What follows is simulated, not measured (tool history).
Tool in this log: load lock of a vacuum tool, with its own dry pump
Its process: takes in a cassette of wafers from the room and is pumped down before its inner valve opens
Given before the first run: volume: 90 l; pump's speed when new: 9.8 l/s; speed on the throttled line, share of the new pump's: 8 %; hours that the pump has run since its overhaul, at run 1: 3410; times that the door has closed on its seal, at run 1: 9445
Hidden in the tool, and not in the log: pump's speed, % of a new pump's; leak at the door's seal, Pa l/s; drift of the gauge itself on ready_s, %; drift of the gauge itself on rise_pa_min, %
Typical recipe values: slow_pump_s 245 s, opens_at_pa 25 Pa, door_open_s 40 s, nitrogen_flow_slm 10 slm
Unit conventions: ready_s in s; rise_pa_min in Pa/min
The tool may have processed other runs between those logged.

run,hour,slow_pump_s,opens_at_pa,door_open_s,nitrogen_flow_slm,hours that the pump has run since its overhaul,times that the door has closed on its seal,"incoming humidity of the room's air, %",ready_s,rise_pa_min
1,0.0,245,25,40,10,3410,9445,45.0,301.9,0.071
2,122.9,245,25,40,10,3533,9875,42.9,303.3,0.072
3,184.9,228,25,40,10,3595,10092,47.5,286.6,0.076
4,292.6,245,25,40,10,3703,10469,46.3,301.4,0.080
5,417.5,245,25,203,10,3828,10905,43.8,302.6,0.133
6,519.3,245,25,40,33,3929,11262,46.6,302.2,0.068
7,617.1,245,25,40,33,4027,11604,47.3,301.4,0.074
8,689.4,245,25,40,33,4100,11857,43.5,302.2,0.078
9,764.9,245,22,40,33,4175,12120,48.9,304.1,0.079
10,846.2,245,22,40,33,4256,12405,44.0,303.9,0.072
11,900.1,245,22,40,33,4310,12593,44.9,303.4,0.076
12,975.2,245,22,40,33,4385,12856,44.8,303.3,0.083
13,1106.3,245,45,160,10,4516,13315,43.3,297.1,0.132
14,1174.2,245,45,160,10,4584,13552,43.5,295.7,0.145
15,1268.3,245,45,160,10,4678,13881,43.2,297.4,0.135
16,1378.4,421,34,223,10,4789,14267,41.3,460.3,0.148
17,1444.9,162,38,121,10,4855,14499,44.3,222.9,0.128
18,1528.9,162,38,130,12,4939,14793,42.8,222.3,0.137
19,1628.5,245,25,202,5,5039,15141,41.3,303.1,0.170
20,1693.8,245,28,75,5,5104,15370,44.5,302.0,0.130
21,1758.5,192,28,168,5,5169,15596,42.6,253.7,0.166

The logged runs with the hidden state left out (each run's random variation unchanged):
run,ready_s,rise_pa_min
1,300.7,0.030
2,302.1,0.029
3,285.4,0.032
4,300.1,0.034
5,301.1,0.085
6,300.9,0.017
7,300.0,0.022
8,300.7,0.023
9,302.5,0.022
10,302.3,0.014
11,301.8,0.016
12,301.6,0.021
13,295.4,0.068
14,293.9,0.079
15,295.6,0.067
16,459.1,0.079
17,221.0,0.056
18,220.3,0.063
19,301.0,0.093
20,300.1,0.049
21,251.5,0.085
